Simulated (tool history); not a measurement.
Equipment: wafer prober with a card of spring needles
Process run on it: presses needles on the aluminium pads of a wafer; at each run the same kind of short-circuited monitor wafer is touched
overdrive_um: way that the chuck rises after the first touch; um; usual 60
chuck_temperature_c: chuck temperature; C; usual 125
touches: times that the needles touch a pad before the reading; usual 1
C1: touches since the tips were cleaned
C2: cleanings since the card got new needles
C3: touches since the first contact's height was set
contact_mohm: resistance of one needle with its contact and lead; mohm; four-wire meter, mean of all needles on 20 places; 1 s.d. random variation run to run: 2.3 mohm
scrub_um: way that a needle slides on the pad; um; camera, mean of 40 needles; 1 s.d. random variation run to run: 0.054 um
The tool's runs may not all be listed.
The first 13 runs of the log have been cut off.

{"hour": 297.5, "done": "tips cleaned on abrasive film"}
{"hour": 309.0, "done": "tips cleaned on abrasive film"}
{"run": 14, "hour": 317.5, "overdrive_um": 60, "chuck_temperature_c": 40, "touches": 1, "C1": 1792, "C2": 144, "C3": 5124, "contact_mohm": 237, "scrub_um": 7.52}
{"hour": 322.0, "done": "tips cleaned on abrasive film"}
{"hour": 332.8, "done": "tips cleaned on abrasive film"}
{"run": 15, "hour": 337.2, "overdrive_um": 51, "chuck_temperature_c": 40, "touches": 1, "C1": 925, "C2": 146, "C3": 9218, "contact_mohm": 240, "scrub_um": 6.32}
{"hour": 343.5, "done": "tips cleaned on abrasive film"}
{"hour": 355.7, "done": "tips cleaned on abrasive film"}
{"run": 16, "hour": 356.1, "overdrive_um": 51, "chuck_temperature_c": 40, "touches": 1, "C1": 96, "C2": 148, "C3": 13156, "contact_mohm": 242, "scrub_um": 6.27}
{"hour": 368.5, "done": "tips cleaned on abrasive film"}
{"hour": 380.5, "done": "tips cleaned on abrasive film"}
{"run": 17, "hour": 381.2, "overdrive_um": 51, "chuck_temperature_c": 40, "touches": 1, "C1": 145, "C2": 150, "C3": 18386, "contact_mohm": 243, "scrub_um": 6.35}
{"hour": 392.7, "done": "tips cleaned on abrasive film"}
{"run": 18, "hour": 401.5, "overdrive_um": 67, "chuck_temperature_c": 125, "touches": 2, "C1": 1847, "C2": 151, "C3": 22633, "contact_mohm": 259, "scrub_um": 8.46}
{"hour": 403.5, "done": "tips cleaned on abrasive film"}
{"hour": 415.2, "done": "tips cleaned on abrasive film"}
{"hour": 426.9, "done": "tips cleaned on abrasive film"}
{"hour": 438.0, "done": "tips cleaned on abrasive film"}
{"run": 19, "hour": 438.0, "overdrive_um": 71, "chuck_temperature_c": 121, "touches": 2, "C1": 0, "C2": 155, "C3": 30215, "contact_mohm": 254, "scrub_um": 8.9}
{"hour": 449.5, "done": "tips cleaned on abrasive film"}
{"hour": 461.5, "done": "tips cleaned on abrasive film"}
{"run": 20, "hour": 466.0, "overdrive_um": 55, "chuck_temperature_c": 102, "touches": 1, "C1": 963, "C2": 157, "C3": 36065, "contact_mohm": 252, "scrub_um": 6.9}
{"hour": 472.7, "done": "tips cleaned on abrasive film"}
{"hour": 483.2, "done": "tips cleaned on abrasive film"}
{"hour": 494.3, "done": "tips cleaned on abrasive film"}
{"run": 21, "hour": 498.9, "overdrive_um": 50, "chuck_temperature_c": 53, "touches": 3, "C1": 951, "C2": 160, "C3": 42897, "contact_mohm": 249, "scrub_um": 6.3}
{"hour": 505.5, "done": "tips cleaned on abrasive film"}
{"hour": 517.5, "done": "tips cleaned on abrasive film"}
{"hour": 528.2, "done": "tips cleaned on abrasive film"}
{"run": 22, "hour": 528.2, "overdrive_um": 76, "chuck_temperature_c": 51, "touches": 2, "C1": 0, "C2": 163, "C3": 49011, "contact_mohm": 236, "scrub_um": 9.52}
{"hour": 539.9, "done": "tips cleaned on abrasive film"}
{"hour": 550.5, "done": "tips cleaned on abrasive film"}
{"run": 23, "hour": 551.4, "overdrive_um": 76, "chuck_temperature_c": 110, "touches": 1, "C1": 193, "C2": 165, "C3": 53834, "contact_mohm": 247, "scrub_um": 9.41}
{"hour": 562.9, "done": "tips cleaned on abrasive film"}
{"run": 24, "hour": 570.2, "overdrive_um": 76, "chuck_temperature_c": 110, "touches": 1, "C1": 1543, "C2": 166, "C3": 57770, "contact_mohm": 249, "scrub_um": 9.6}
{"hour": 575.5, "done": "tips cleaned on abrasive film"}
{"hour": 586.5, "done": "tips cleaned on abrasive film"}
{"hour": 599.5, "done": "tips cleaned on abrasive film"}
{"run": 25, "hour": 604.5, "overdrive_um": 76, "chuck_temperature_c": 110, "touches": 1, "C1": 1051, "C2": 169, "C3": 64912, "contact_mohm": 248, "scrub_um": 9.45}
{"hour": 611.2, "done": "tips cleaned on abrasive film"}
{"hour": 622.3, "done": "tips cleaned on abrasive film"}
{"run": 26, "hour": 625.1, "overdrive_um": 60, "chuck_temperature_c": 97, "touches": 1, "C1": 573, "C2": 171, "C3": 69190, "contact_mohm": 253, "scrub_um": 7.53}
{"hour": 633.8, "done": "tips cleaned on abrasive film"}
{"run": 27, "hour": 641.6, "overdrive_um": 60, "chuck_temperature_c": 97, "touches": 1, "C1": 1640, "C2": 172, "C3": 72639, "contact_mohm": 253, "scrub_um": 7.49}
{"hour": 646.3, "done": "tips cleaned on abrasive film"}
{"hour": 658.9, "done": "tips cleaned on abrasive film"}
{"hour": 670.4, "done": "tips cleaned on abrasive film"}
{"run": 28, "hour": 679.4, "overdrive_um": 57, "chuck_temperature_c": 60, "touches": 2, "C1": 1894, "C2": 175, "C3": 80521, "contact_mohm": 245, "scrub_um": 7.09}
{"hour": 682.1, "done": "tips cleaned on abrasive film"}
{"hour": 693.3, "done": "tips cleaned on abrasive film"}
{"run": 29, "hour": 701.1, "overdrive_um": 57, "chuck_temperature_c": 60, "touches": 2, "C1": 1635, "C2": 177, "C3": 85046, "contact_mohm": 246, "scrub_um": 7.13}
{"hour": 706.4, "done": "tips cleaned on abrasive film"}
{"hour": 718.6, "done": "tips cleaned on abrasive film"}
{"hour": 722.8, "done": "height of the first contact set anew"}
{"hour": 730.5, "done": "tips cleaned on abrasive film"}
{"run": 30, "hour": 739.2, "overdrive_um": 57, "chuck_temperature_c": 83, "touches": 2, "C1": 1831, "C2": 180, "C3": 3418, "contact_mohm": 248, "scrub_um": 7.05}
{"hour": 741.9, "done": "tips cleaned on abrasive film"}
{"hour": 753.0, "done": "tips cleaned on abrasive film"}
{"hour": 764.8, "done": "tips cleaned on abrasive film"}
{"hour": 776.9, "done": "tips cleaned on abrasive film"}
{"run": 31, "hour": 776.9, "overdrive_um": 57, "chuck_temperature_c": 125, "touches": 2, "C1": 9, "C2": 184, "C3": 11269, "contact_mohm": 260, "scrub_um": 7.07}

What if the next run were any one of these 3? Each begins from the tool's condition after run 31:
{"hour": 789.0, "done": "tips cleaned on abrasive film"}
{"hour": 801.8, "done": "tips cleaned on abrasive film"}
{"run": "A", "hour": 811.9, "overdrive_um": 57, "chuck_temperature_c": 125, "touches": 3, "C1": 2113, "C2": 186, "C3": 18573, "contact_mohm": "?", "scrub_um": "?"}
{"hour": 789.0, "done": "tips cleaned on abrasive film"}
{"hour": 801.8, "done": "tips cleaned on abrasive film"}
{"run": "B", "hour": 811.9, "overdrive_um": 44, "chuck_temperature_c": 125, "touches": 2, "C1": 2113, "C2": 186, "C3": 18573, "contact_mohm": "?", "scrub_um": "?"}
{"hour": 789.0, "done": "tips cleaned on abrasive film"}
{"hour": 801.8, "done": "tips cleaned on abrasive film"}
{"run": "C", "hour": 811.9, "overdrive_um": 51, "chuck_temperature_c": 76, "touches": 1, "C1": 2113, "C2": 186, "C3": 18573, "contact_mohm": "?", "scrub_um": "?"}

run=A contact_mohm=261 scrub_um=7.15
run=B contact_mohm=270 scrub_um=5.48
run=C contact_mohm=254 scrub_um=6.43
With the hidden condition removed and each run's random variation left untouched, the same runs would have given:
run=A contact_mohm=260 scrub_um=7.15
run=B contact_mohm=269 scrub_um=5.49
run=C contact_mohm=253 scrub_um=6.43

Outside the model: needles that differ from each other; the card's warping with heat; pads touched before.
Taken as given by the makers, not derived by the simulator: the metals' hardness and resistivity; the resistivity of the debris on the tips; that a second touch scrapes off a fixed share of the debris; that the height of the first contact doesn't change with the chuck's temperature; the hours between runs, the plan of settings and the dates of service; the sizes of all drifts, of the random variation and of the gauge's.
